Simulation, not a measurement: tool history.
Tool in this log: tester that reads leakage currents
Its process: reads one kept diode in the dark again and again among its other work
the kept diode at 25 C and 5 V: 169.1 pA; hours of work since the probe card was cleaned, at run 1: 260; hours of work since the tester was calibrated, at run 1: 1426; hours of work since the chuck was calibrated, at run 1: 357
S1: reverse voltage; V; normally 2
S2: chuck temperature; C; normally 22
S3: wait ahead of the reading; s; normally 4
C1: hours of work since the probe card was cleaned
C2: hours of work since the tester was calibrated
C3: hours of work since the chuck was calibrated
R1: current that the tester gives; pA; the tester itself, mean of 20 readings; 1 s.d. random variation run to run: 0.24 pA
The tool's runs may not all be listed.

run,hour,S1,S2,S3,C1,C2,C3,R1
1,0,2,22,4,260,1426,357,78.97
2,31.6,2,22,4,278,1443,375,78.97
3,66.2,2,22,4,298,1463,395,79.65
4,126.3,2,22,4,332,1497,429,79.95
5,190.3,2,22,4,368,1533,465,80.07
6,236.3,2,22,4,394,1560,491,80.3
7,290.6,2,22,3.46,425,1590,522,80.77
8,324.5,2,22,3.46,444,1610,541,81.14
9,370.7,2,22,3.46,471,1636,568,81.41
10,402.8,2,22,0.59,489,1654,586,81.37
11,430.2,2,22,0.59,504,1669,601,80.98
12,459.7,2,22,0.59,521,1686,618,81.63
13,497,2,22,0.59,542,1707,639,81.64
14,549.5,2,22,0.59,572,1737,669,82.29
15,582.8,2,22,4,591,1756,688,82.07
16,631.5,2,38,4,618,1784,716,286.51
17,675.8,2,38,1.4,644,1809,741,288.31
18,719.7,2,38,1.4,668,1834,766,287.9
19,779.2,2,38,1.4,702,1867,799,290.17
20,806.1,2,38,1.4,717,1883,815,290.78
21,857.3,1.23,32,6.28,746,1912,844,139.19
22,911.1,11.56,32,1.07,777,1942,874,519.68
23,956.6,11.56,32,1.07,803,1968,900,521.28
24,1003.3,2,24,4,829,1994,926,99.02
25,1064.1,9.74,24,0.55,864,2029,961,253.53
26,1094.6,8.94,26,0.81,881,2046,978,283.62
27,1145,4.4,22,4,910,2075,1007,135.39
# hour 1186.2: chuck's temperature calibrated
28,1191.2,4.4,22,2.89,935,2100,3,121.47
# hour 1234.7: tester calibrated
29,1240.8,4.4,22,2.89,962,3,30,123.73
30,1269.8,4.4,22,2.89,978,20,46,122.52
31,1306.1,14.08,51,2.89,999,40,67,2157.1
32,1364.3,14.08,51,2.89,1032,73,100,2170.24
33,1394.7,13.08,22,6.41,1049,91,117,237.45
34,1441.6,1.39,45,0.33,1076,117,144,367.42
35,1474.2,1.39,31,0.33,1094,136,162,130.55
36,1524.1,2,24,4,1122,164,190,93.62
37,1574.3,1.09,21,4,1151,193,219,51.06
38,1605,1.04,22,2.2,1168,210,236,54.23
39,1656.8,1.87,34,8.69,1198,239,266,197.66

Here are 4 independent what-if runs from the current tool condition. What would each one return?
A,1687.9,13.44,34,0.5,1215,257,283,?
B,1687.9,1.87,34,3.53,1215,257,283,?
C,1687.9,1.87,29,0.52,1215,257,283,?
D,1687.9,4.09,24,2.06,1215,257,283,?

run,R1
A,633.02
B,198.17
C,134.43
D,143.39
Had the tool no hidden state, the same runs would have come out as:
run,R1
A,616.11
B,193.49
C,131
D,139.05
